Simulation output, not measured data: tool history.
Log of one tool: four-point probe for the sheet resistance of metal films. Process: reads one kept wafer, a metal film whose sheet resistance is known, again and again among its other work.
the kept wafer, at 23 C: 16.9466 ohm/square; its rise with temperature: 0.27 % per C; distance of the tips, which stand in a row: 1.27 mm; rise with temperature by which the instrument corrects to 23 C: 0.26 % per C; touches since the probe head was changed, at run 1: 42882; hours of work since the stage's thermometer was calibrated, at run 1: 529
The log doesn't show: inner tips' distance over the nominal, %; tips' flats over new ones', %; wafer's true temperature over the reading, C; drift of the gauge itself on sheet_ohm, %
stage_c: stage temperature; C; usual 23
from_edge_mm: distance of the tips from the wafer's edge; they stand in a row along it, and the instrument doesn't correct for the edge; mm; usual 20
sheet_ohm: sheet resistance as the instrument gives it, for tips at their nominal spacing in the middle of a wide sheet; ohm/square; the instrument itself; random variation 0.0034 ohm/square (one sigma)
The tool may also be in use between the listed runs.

run   hour  stage_c  from_edge_mm  touches since the probe head was changed  hours of work since the stage's thermometer was calibrated  sheet_ohm
  1    0.0       23            20                                     42882                                                         529  16.987241
  2   36.9       23            20                                     44546                                                         551  16.986532
  3   72.7       26            20                                     46164                                                         572  16.981769
  4  103.6       23            20                                     47553                                                         590  16.983413
  5  141.7       23            20                                     49275                                                         613  16.979517
  6  178.9       23            20                                     50950                                                         635  16.983058
  7  211.6       26            60                                     52426                                                         654  16.952955

Forecast run 8:
  8  251.7       33            74                                     54236                                                         678          ?

sheet_ohm: 16.974762 ohm/square
Without the tool's hidden state the same run would have given sheet_ohm 16.976197 ohm/square.
